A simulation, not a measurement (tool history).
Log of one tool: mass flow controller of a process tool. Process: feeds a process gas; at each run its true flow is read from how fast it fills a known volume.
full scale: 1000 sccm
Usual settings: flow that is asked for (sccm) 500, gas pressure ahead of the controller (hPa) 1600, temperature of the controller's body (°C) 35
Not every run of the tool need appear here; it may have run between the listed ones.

run   hour  flow that is asked for (sccm)  gas pressure ahead of the controller (hPa)  temperature of the controller's body (°C)  true flow (%)
  1    0.0                            500                                        1600                                         35          96.86
  2  106.7                            500                                        1600                                         35          96.80
  3  231.7                            500                                        1600                                         35          96.83
  4  401.5                            500                                        1600                                         35          96.84
  5  537.4                            500                                        1600                                         35          96.70
  6  632.0                            661                                        1600                                         35          96.96
  7  814.0                            563                                        2790                                         35          97.41

Predict the results of run 8:
  8  972.0                            217                                        1860                                         37              ?

{"run 8": {"true flow (%)": 97.28}}
Had the tool carried no hidden state, the very same run would have given true flow (%) 97.06.
